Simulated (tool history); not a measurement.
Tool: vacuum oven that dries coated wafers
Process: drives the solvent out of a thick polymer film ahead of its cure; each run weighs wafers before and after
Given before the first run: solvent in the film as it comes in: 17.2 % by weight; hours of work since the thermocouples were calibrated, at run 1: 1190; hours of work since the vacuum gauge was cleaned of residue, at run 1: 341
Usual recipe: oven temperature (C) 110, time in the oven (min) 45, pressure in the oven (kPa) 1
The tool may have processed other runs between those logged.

run   hour  oven temperature (C)  time in the oven (min)  pressure in the oven (kPa)  hours of work since the thermocouples were calibrated  hours of work since the vacuum gauge was cleaned of residue  solvent left in the film (%)
  1      0                   110                      45                           1                                                   1190                                                          341                         1.117
  2   21.9                   110                      45                           1                                                   1203                                                          354                         1.139
  3   35.3                   110                      45                           1                                                   1212                                                          362                         1.132
  4   47.7                   110                      45                           1                                                   1219                                                          370                         1.122
  5     74                   110                      45                           1                                                   1236                                                          386                         1.128
  6  102.3                   110                      45                           1                                                   1253                                                          404                         1.135
  7  126.5                   110                      45                           1                                                   1268                                                          419                         1.122
  8  145.4                   110                      45                           1                                                   1280                                                          431                         1.125
  9  158.8                   110                      45                           1                                                   1288                                                          439                         1.128
 10  177.2                   110                      45                        1.65                                                   1300                                                          450                         1.401
     187.8  -- oven's thermocouples calibrated
 11  193.2                   105                      45                           1                                                      3                                                          459                         1.838
 12  215.9                   110                      54                           1                                                     17                                                          473                         0.925
 13  229.2                   110                      54                           1                                                     26                                                          481                         0.925
 14  247.5                   116                      80                        1.22                                                     37                                                          492                         0.502
 15  259.5                   110                      43                           1                                                     44                                                          500                         1.368
 16    277                   112                      41                        2.86                                                     55                                                          511                         2.016
 17  301.4                   123                      41                        2.86                                                     70                                                          526                         1.074
 18  315.2                   107                      45                           1                                                     79                                                          534                         1.585
 19  331.5                   108                      22                        0.97                                                     89                                                          544                         4.208
 20  353.4                   110                      33                        2.76                                                    102                                                          558                         2.867
 21  369.9                   110                      33                        2.76                                                    113                                                          568                         2.861
 22  394.8                   110                      33                        2.76                                                    128                                                          584                         2.865
 23  407.4                   110                      33                        2.76                                                    136                                                          591                         2.862
 24  431.7                   106                      40                        0.68                                                    151                                                          607                         1.916
 25  452.2                   106                      40                        0.68                                                    164                                                          619                         1.907

Results per run with the tool's hidden condition removed, run-to-run variation unchanged:
The hidden state here: true wafer temperature over the reading, C; true pressure over the reading, kPa; drift of the gauge itself on solvent_pct, %.
run  solvent left in the film (%)
  1                          1.22
  2                         1.243
  3                         1.236
  4                         1.226
  5                         1.232
  6                          1.24
  7                         1.227
  8                          1.23
  9                         1.234
 10                         1.518
 11                         1.799
 12                         0.893
 13                         0.893
 14                         0.477
 15                         1.337
 16                         1.986
 17                         1.053
 18                         1.551
 19                         4.183
 20                          2.84
 21                         2.836
 22                          2.84
 23                         2.838
 24                         1.886
 25                         1.877

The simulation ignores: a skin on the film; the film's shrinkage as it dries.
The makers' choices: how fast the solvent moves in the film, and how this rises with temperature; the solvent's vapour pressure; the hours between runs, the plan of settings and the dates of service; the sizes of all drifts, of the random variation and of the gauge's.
